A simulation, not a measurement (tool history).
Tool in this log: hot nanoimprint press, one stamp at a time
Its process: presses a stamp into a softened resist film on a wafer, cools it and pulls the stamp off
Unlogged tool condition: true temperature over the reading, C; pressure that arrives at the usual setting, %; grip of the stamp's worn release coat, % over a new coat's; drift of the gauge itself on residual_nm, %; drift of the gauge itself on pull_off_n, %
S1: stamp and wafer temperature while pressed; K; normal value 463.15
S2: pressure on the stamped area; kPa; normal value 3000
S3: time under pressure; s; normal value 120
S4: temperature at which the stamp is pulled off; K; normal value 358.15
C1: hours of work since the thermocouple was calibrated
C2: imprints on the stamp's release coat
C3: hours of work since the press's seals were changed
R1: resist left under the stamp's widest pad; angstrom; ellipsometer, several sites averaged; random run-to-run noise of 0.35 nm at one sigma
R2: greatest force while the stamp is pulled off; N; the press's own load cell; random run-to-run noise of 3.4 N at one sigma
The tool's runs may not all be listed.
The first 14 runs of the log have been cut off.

run   hour      S1    S2   S3      S4   C1    C2   C3    R1   R2
 15  143.8  463.15  3000  120  358.15  234   301  507  1399  169
 16  152.2  463.15  3000   65  358.15  240   345  514  1649  169
 17  160.7  467.15  3390  152  350.15  247   388  520  1072  189
 18  170.3  458.15  2170  120  358.15  254   438  527  1833  165
 19  177.2  458.15  2170  120  358.15  259   473  533  1832  176
 20  183.1  460.15  4060  120  355.15  264   503  537  1311  177
 21  196.4  463.15  3000  120  364.15  274   572  547  1387  159
 22  204.5  456.15  3000  120  364.15  280   613  553  1705  170
 23  217.6  454.15  2060  237  354.15  289   681  563  1768  179
 24  227.7  454.15  2060  237  354.15  297   732  570  1770  179
 25    241  454.15  2850  231  352.15  307   801  580  1560  188
 26  253.3  454.15  2850  231  352.15  316   864  590  1565  192
 27  262.9  463.15  4770  145  353.15  323   913  597  1024  187
 28  270.5  463.15  4770  145  353.15  329   953  602  1021  193
 29  280.3  470.15  4770   98  353.15  336  1003  610   924  185
 30  287.2  470.15  4770   98  353.15  342  1039  615   925  195
 31  295.7  453.15  3000   78  358.15  348  1082  621  1993  184

Here are 3 independent what-if runs from the current tool condition. What would each one return?
     313.3  -- press's hydraulic seals changed and the load cell set to zero
  A  316.1  453.15  3000  137  358.15  357  1146   2   ?   ?
     313.3  -- press's hydraulic seals changed and the load cell set to zero
  B  316.1  468.15  3000  120  358.15  357  1146   2   ?   ?
     313.3  -- press's hydraulic seals changed and the load cell set to zero
  C  316.1  453.15  3000   78  345.15  357  1146   2   ?   ?

run    R1   R2
  A  1753  183
  B  1167  182
  C  1967  216
Without the tool's unlogged condition, the same runs would have read:
run    R1   R2
  A  1799  161
  B  1203  160
  C  2006  190

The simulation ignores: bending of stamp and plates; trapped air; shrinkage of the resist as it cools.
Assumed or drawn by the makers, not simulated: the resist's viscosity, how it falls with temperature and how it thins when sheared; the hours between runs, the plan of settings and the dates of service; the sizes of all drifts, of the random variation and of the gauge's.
